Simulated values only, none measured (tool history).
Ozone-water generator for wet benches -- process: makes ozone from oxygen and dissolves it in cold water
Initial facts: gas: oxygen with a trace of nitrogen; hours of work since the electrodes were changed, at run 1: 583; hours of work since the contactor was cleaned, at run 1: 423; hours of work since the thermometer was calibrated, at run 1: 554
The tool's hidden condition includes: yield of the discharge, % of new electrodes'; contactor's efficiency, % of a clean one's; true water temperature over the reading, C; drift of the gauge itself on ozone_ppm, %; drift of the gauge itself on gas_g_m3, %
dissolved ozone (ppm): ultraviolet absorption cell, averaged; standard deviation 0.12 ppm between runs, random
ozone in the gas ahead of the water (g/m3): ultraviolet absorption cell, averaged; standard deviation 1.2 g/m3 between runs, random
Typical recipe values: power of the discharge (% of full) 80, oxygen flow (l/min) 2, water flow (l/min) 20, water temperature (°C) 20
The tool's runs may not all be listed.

run,hour,power of the discharge (% of full),oxygen flow (l/min),water flow (l/min),water temperature (°C),hours of work since the electrodes were changed,hours of work since the contactor was cleaned,hours of work since the thermometer was calibrated,dissolved ozone (ppm),ozone in the gas ahead of the water (g/m3)
1,0,80,2,20,20,583,423,554,9.4,219.9
2,19.3,80,2,20,20,595,435,566,9.4,220.5
3,40.7,80,2,20,20,609,449,580,9.4,219.3
4,61.4,80,1.02,20,20,622,462,593,6.9,278.7
5,97,80,1.02,20,20,644,484,615,7.1,279.8
6,114.2,80,2,20,20,655,495,626,9.4,220.1
7,151.6,80,2,20,12,679,519,650,10,218.5
8,188.2,80,2,20,20,702,542,673,9.3,217.4
9,223.1,80,2,20,20,724,564,695,9.3,216.6
10,250,80,2,20,20,741,581,712,9.2,217
11,279.3,80,2,20,20,759,599,731,9.3,217.1
12,310.6,80,2,20,20,779,619,750,9.3,218.9
13,328.4,80,2,20,20,790,630,762,9.3,218.1
14,354.5,80,2,20,20,807,647,778,9.5,218
15,388.9,80,2,20,20,829,669,800,9.6,220.6
16,424.6,80,2,20,20,851,691,823,9.3,219.3
17,442.2,58,1.05,20,18,862,702,834,5.8,224.3
18,477.8,58,1.05,20,18,885,725,856,5.7,226.5
19,500.8,98,1.35,20,20,899,739,871,8.8,287.5
20,521.1,65,2.06,27,20,912,752,884,6.1,187.7
21,554.7,80,2,25,20,933,773,905,7.4,220.3
22,589.9,41,2,25,18,956,796,927,4.8,141.5
23,612.6,64,2,18,25,970,810,941,8.4,190.7
24,638.7,83,2,20,23,987,827,958,9.3,221.1
25,660,48,2,20,23,1000,840,971,6.3,155.4
26,688,48,2,20,23,1018,858,989,6.5,155.9
27,712.2,48,2,21,15,1033,873,1004,6.6,156.7
28,741.7,48,2,17,15,1052,892,1023,8.3,156.9
29,765.5,48,2,17,15,1067,907,1038,8.2,154.8
30,798.2,80,1.96,20,20,1087,927,1059,9.2,219.4
31,831.8,80,1.55,20,15,1109,949,1080,8.6,237.9
32,859.3,80,2,12,17,1126,966,1097,15.3,217.4

Forecast each of these 4 alternatives for the next run:
A,884.6,80,1.38,18,21,1142,982,1113,?,?
B,884.6,48,2,12,17,1142,982,1113,?,?
C,884.6,45,1.27,12,17,1142,982,1113,?,?
D,884.6,92,2.96,20,20,1142,982,1113,?,?

run,dissolved ozone (ppm),ozone in the gas ahead of the water (g/m3)
A,8.8,250.4
B,11.4,157.2
C,9,177.4
D,11.5,205.6
The same runs, with their run-to-run variation unchanged, on a tool lacking any hidden condition would have given:
run,dissolved ozone (ppm),ozone in the gas ahead of the water (g/m3)
A,9.1,255.8
B,11.8,159.6
C,9.3,179.9
D,12,210.5
